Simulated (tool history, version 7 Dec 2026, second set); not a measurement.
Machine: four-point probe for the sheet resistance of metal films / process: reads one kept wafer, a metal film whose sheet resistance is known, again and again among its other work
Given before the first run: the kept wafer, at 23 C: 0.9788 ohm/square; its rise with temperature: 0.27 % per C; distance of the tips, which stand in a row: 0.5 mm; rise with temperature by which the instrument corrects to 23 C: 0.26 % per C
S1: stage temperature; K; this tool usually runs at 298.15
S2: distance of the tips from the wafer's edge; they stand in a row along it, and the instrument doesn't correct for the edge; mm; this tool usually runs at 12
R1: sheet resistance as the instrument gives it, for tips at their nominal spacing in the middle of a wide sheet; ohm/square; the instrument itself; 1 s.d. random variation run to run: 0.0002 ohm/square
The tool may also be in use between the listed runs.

run	hour	S1	S2	R1
1	0.0	298.15	12	0.974533
2	48.7	298.15	12	0.974679
3	83.4	298.15	12	0.974172
4	106.1	305.15	12	0.975286
5	131.9	298.15	12	0.974410
6	162.3	298.15	12	0.973843
7	186.8	298.15	11	0.974206
8	234.9	298.15	11	0.974143
9	266.4	298.15	44	0.972783
10	312.2	298.15	44	0.973145
11	363.5	298.15	44	0.972666
12	407.7	298.15	12	0.973462
13	442.2	302.15	12	0.973397
# hour 446.7: stage's thermometer calibrated
14	477.0	302.15	12	0.973000
15	511.0	302.15	12	0.972875
# hour 534.6: stage's thermometer calibrated, once more
16	534.6	298.15	12	0.974532
17	572.0	298.15	12	0.973941
18	611.7	291.15	12	0.973355
19	658.6	291.15	12	0.973148
20	680.0	295.15	12	0.973320
21	730.5	295.15	12	0.973099
22	762.8	296.15	12	0.973363
23	800.4	296.15	12	0.972760
24	843.0	304.15	18	0.973553
25	890.2	296.15	11	0.972897
26	931.1	295.15	4	0.979721
27	953.9	294.15	32	0.971405
28	983.2	294.15	73	0.971719
29	1024.4	297.15	34	0.971402
30	1066.7	299.15	8	0.973852
31	1100.6	299.15	8	0.973960
32	1135.2	293.15	13	0.971180
33	1168.4	299.15	12	0.972447
34	1206.9	304.15	12	0.972813
35	1243.4	296.15	12	0.971664
36	1267.3	297.15	12	0.971672
37	1292.9	298.15	13	0.971344
38	1330.4	300.15	16	0.971755

Estimate the outcome of run 39 from the log above:
39	1357.2	296.15	36	?

Run 39 produced R1 0.970049 ohm/square.
Without the tool's hidden state the same run would have given R1 0.978405 ohm/square.
